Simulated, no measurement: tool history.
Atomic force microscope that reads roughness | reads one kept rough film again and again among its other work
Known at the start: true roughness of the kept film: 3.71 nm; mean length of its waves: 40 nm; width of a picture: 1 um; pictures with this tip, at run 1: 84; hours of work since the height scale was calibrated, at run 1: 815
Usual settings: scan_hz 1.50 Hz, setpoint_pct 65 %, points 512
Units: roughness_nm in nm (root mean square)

run     day  scan_hz  setpoint_pct  points  pictures with this tip  hours of work since the height scale was calibrated  roughness_nm
  1   0.000     1.50            65     512                      84                                                  815         3.276
  2   2.775     1.50            65     512                     158                                                  859         3.141
      2.979  -- new tip fitted
  3   4.275     1.50            65     512                      35                                                  882         3.378
  4   5.458     1.50            65     512                      67                                                  900         3.280
  5   7.183     1.50            65     512                     114                                                  927         3.195
      9.017  -- new tip fitted
  6   9.517     1.50            84     512                      13                                                  963         3.226
  7  10.717     1.50            65     512                      46                                                  981         3.337
  8  13.479     1.50            64     512                     120                                                 1024         3.205
  9  14.800     1.50            66     512                     156                                                 1045         3.149
     15.138  -- new tip fitted
 10  17.142     0.59            89     285                      54                                                 1081         3.266
 11  19.754     0.56            71     638                     125                                                 1121         3.259
     21.192  -- new tip fitted
 12  21.754     0.56            68     763                      15                                                 1152         3.487
 13  24.246     0.56            68     763                      82                                                 1191         3.338
 14  26.383     0.92            56     693                     140                                                 1224         3.236
     27.304  -- new tip fitted
 15  29.142     0.92            56     693                      50                                                 1267         3.420

How the hidden state differs across the entries between the runs, from the last listed run before each to the first after it:
Between runs 2 and 3: new tip fitted (day 2.979)
  radius of the tip, nm: 15.4 -> 7.7; height scale over the true one, %: 0.7 -> 0.71
  measured less the result without the state, roughness_nm: -0.263 -> -0.055 nm (root mean square)
Between runs 5 and 6: new tip fitted (day 9.017)
  radius of the tip, nm: 13.4 -> 6.2; height scale over the true one, %: 0.74 -> 0.76
  measured less the result without the state, roughness_nm: -0.209 -> -0.009 nm (root mean square)
Between runs 9 and 10: new tip fitted (day 15.138)
  radius of the tip, nm: 16.4 -> 9.1; height scale over the true one, %: 0.81 -> 0.84
  measured less the result without the state, roughness_nm: -0.287 -> -0.087 nm (root mean square)
Between runs 11 and 12: new tip fitted (day 21.192)
  radius of the tip, nm: 14.5 -> 6; height scale over the true one, %: 0.86 -> 0.88
  measured less the result without the state, roughness_nm: -0.240 -> -0.001 nm (root mean square)
Between runs 14 and 15: new tip fitted (day 27.304)
  radius of the tip, nm: 15.2 -> 8.9; height scale over the true one, %: 0.92 -> 0.95
  measured less the result without the state, roughness_nm: -0.257 -> -0.082 nm (root mean square)
